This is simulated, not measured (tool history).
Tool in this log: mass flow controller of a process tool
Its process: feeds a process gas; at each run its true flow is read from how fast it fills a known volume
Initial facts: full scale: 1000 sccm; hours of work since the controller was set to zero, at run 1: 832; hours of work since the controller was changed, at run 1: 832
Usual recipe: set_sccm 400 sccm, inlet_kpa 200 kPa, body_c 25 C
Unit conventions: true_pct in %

run,hour,set_sccm,inlet_kpa,body_c,hours of work since the controller was set to zero,hours of work since the controller was changed,true_pct
1,0,400,200,25,832,832,99.21
2,241.7,400,200,25,968,968,99.1
3,503.2,246,200,25,1114,1114,99.12
4,699.3,400,200,37,1225,1225,99.86
5,839.6,464,200,37,1303,1303,99.8
6,1088.5,400,200,25,1443,1443,99.47
7,1308,400,200,25,1566,1566,99.63
8,1499.9,400,200,25,1674,1674,99.58
9,1739,400,200,23,1808,1808,99.61
10,1947.4,400,200,21,1925,1925,99.74
11,2098.3,400,181,25,2010,2010,99.71
12,2291.3,400,181,25,2119,2119,99.79
13,2589.6,400,181,21,2286,2286,99.83
14,2849.1,400,200,25,2432,2432,100.03
15,2986.7,400,232,25,2509,2509,100.39
16,3202.8,400,232,25,2630,2630,100.48
17,3500.2,400,232,25,2797,2797,100.41
18,3691.3,400,232,25,2905,2905,100.63
19,3883.1,400,232,25,3012,3012,100.52
20,4016.9,400,232,25,3088,3088,100.61
21,4292.5,400,232,25,3242,3242,100.64
22,4467.1,400,232,25,3340,3340,100.74
23,4606.7,400,232,25,3419,3419,100.78
24,4837.2,400,232,25,3548,3548,100.85
25,4975.2,430,224,25,3626,3626,101.02
26,5206.9,430,154,24,3756,3756,100.5
27,5434.6,430,154,24,3884,3884,100.6
28,5730.1,592,154,24,4050,4050,100.82
29,6008,115,174,29,4206,4206,100.68
30,6214.1,400,200,21,4321,4321,100.92
31,6369.1,394,272,25,4408,4408,101.48
32,6523.2,400,209,34,4495,4495,101.51
# hour 6636.3: controller's zero set anew
33,6735.1,400,209,34,55,4614,101.56
34,6994.5,120,231,34,201,4759,101.44
35,7123.7,351,226,26,274,4832,101.46
36,7381,486,151,26,418,4976,101.33
37,7654.6,515,151,26,572,5130,101.4
38,7796.6,515,245,37,652,5210,102.54
39,8060.5,171,200,23,800,5358,101.04
# hour 8244.1: gauge calibrated
40,8258.5,361,250,27,911,5469,99.48
41,8416.7,250,200,25,1000,5558,98.96

What does the tool deliver on the next run?
42,8665.5,400,200,35,1139,5698,?

true_pct: 99.6 %
Without the tool's hidden state the same run would have given true_pct 99.48 %.
